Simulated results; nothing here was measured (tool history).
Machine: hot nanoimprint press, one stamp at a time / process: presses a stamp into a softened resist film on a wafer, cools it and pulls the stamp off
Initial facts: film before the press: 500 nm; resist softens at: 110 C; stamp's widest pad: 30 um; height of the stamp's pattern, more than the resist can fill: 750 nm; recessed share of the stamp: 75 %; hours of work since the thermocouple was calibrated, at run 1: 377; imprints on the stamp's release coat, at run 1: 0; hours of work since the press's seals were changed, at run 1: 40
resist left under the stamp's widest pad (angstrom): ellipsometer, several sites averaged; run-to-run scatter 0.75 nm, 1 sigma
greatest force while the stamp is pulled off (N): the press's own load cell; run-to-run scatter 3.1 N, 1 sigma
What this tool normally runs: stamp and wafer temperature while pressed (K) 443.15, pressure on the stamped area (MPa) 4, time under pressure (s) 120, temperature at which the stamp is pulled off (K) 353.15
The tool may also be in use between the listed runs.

run   hour  stamp and wafer temperature while pressed (K)  pressure on the stamped area (MPa)  time under pressure (s)  temperature at which the stamp is pulled off (K)  hours of work since the thermocouple was calibrated  imprints on the stamp's release coat  hours of work since the press's seals were changed  resist left under the stamp's widest pad (angstrom)  greatest force while the stamp is pulled off (N)
  1      0                                         443.15                                   4                      120                                            353.15                                                  377                                     0                                                  40                                                 2673                                               150
  2   27.7                                         443.15                                   4                      150                                            353.15                                                  393                                    58                                                  55                                                 2500                                               152
      36.8  -- plate thermocouple calibrated
  3   66.7                                         443.15                                4.17                      120                                            353.15                                                   16                                   134                                                  75                                                 2657                                               149
  4  112.1                                         443.15                                   4                      120                                            353.15                                                   42                                   229                                                 100                                                 2710                                               159
  5  147.4                                         443.15                                   4                      120                                            353.15                                                   61                                   303                                                 120                                                 2715                                               155
  6  177.9                                         443.15                                   4                      120                                            353.15                                                   78                                   367                                                 137                                                 2732                                               167
  7  198.6                                         443.15                                   4                      104                                            353.15                                                   89                                   410                                                 148                                                 2849                                               164
  8  233.2                                         443.15                                   4                      104                                            353.15                                                  108                                   483                                                 167                                                 2854                                               166
     264.1  -- plate thermocouple calibrated, once more
  9  275.9                                         443.15                                   4                      124                                            353.15                                                    7                                   567                                                 189                                                 2569                                               161
 10  324.7                                         443.15                                   4                      124                                            353.15                                                   33                                   669                                                 216                                                 2583                                               172
 11  348.7                                         443.15                                   4                      124                                            353.15                                                   47                                   719                                                 229                                                 2578                                               170
 12  384.6                                         443.15                                   4                      124                                            353.15                                                   66                                   795                                                 249                                                 2586                                               176
 13  419.4                                         443.15                                   4                      124                                            353.15                                                   86                                   868                                                 268                                                 2592                                               173
 14  464.5                                         443.15                                   4                      120                                            353.15                                                  111                                   962                                                 293                                                 2618                                               170
 15  498.4                                         443.15                                   4                      120                                            353.15                                                  129                                  1034                                                 312                                                 2641                                               178
 16    548                                         443.15                                   4                      120                                            353.15                                                  157                                  1138                                                 339                                                 2641                                               185
 17  579.7                                         443.15                                   4                      120                                            353.15                                                  174                                  1204                                                 357                                                 2636                                               178
 18    622                                         443.15                                   4                      120                                            353.15                                                  198                                  1293                                                 380                                                 2672                                               192
 19  646.7                                         443.15                                   4                      120                                            353.15                                                  211                                  1345                                                 394                                                 2663                                               198
 20    694                                         439.15                                   4                      219                                            349.15                                                  237                                  1444                                                 420                                                 2730                                               222
 21  726.1                                         443.15                                4.62                      120                                            351.15                                                  255                                  1511                                                 437                                                 2484                                               208
 22  749.1                                         443.15                                4.62                       91                                            339.15                                                  268                                  1560                                                 450                                                 2716                                               264
 23  770.3                                         443.15                                4.62                       67                                            350.15                                                  279                                  1604                                                 462                                                 2983                                               223
 24  812.2                                         443.15                                 3.1                       67                                            361.15                                                  302                                  1692                                                 485                                                 3533                                               161
 25  855.4                                         443.15                                 3.1                       67                                            361.15                                                  326                                  1783                                                 509                                                 3534                                               170
 26    878                                         448.15                                   4                      120                                            353.15                                                  339                                  1830                                                 521                                                 2127                                               204
 27  898.9                                         448.15                                   4                      120                                            353.15                                                  350                                  1874                                                 533                                                 2140                                               209
 28  947.6                                         443.15                                3.86                      120                                            338.15                                                  377                                  1976                                                 560                                                 2773                                               295
     987.3  -- plate thermocouple calibrated
 29  998.1                                         453.15                                   4                      120                                            352.15                                                    6                                  2076                                                 586                                                 1576                                               211

Each row is a separate what-if for the run after 29, all from the same tool condition, not one after another. Results?
  A  1037.7                                         438.15                                   4                      169                                            352.15                                                   28                                  2159                                                 608                                                    ?                                                 ?
  B  1037.7                                         453.15                                4.36                      120                                            343.15                                                   28                                  2159                                                 608                                                    ?                                                 ?
  C  1037.7                                         443.15                                   4                       72                                            339.15                                                   28                                  2159                                                 608                                                    ?                                                 ?

run  resist left under the stamp's widest pad (angstrom)  greatest force while the stamp is pulled off (N)
  A                                                 2937                                               220
  B                                                 1502                                               257
  C                                                 2975                                               287
With no hidden state in the tool, these same runs would have given:
run  resist left under the stamp's widest pad (angstrom)  greatest force while the stamp is pulled off (N)
  A                                                 2927                                               152
  B                                                 1494                                               177
  C                                                 2964                                               198

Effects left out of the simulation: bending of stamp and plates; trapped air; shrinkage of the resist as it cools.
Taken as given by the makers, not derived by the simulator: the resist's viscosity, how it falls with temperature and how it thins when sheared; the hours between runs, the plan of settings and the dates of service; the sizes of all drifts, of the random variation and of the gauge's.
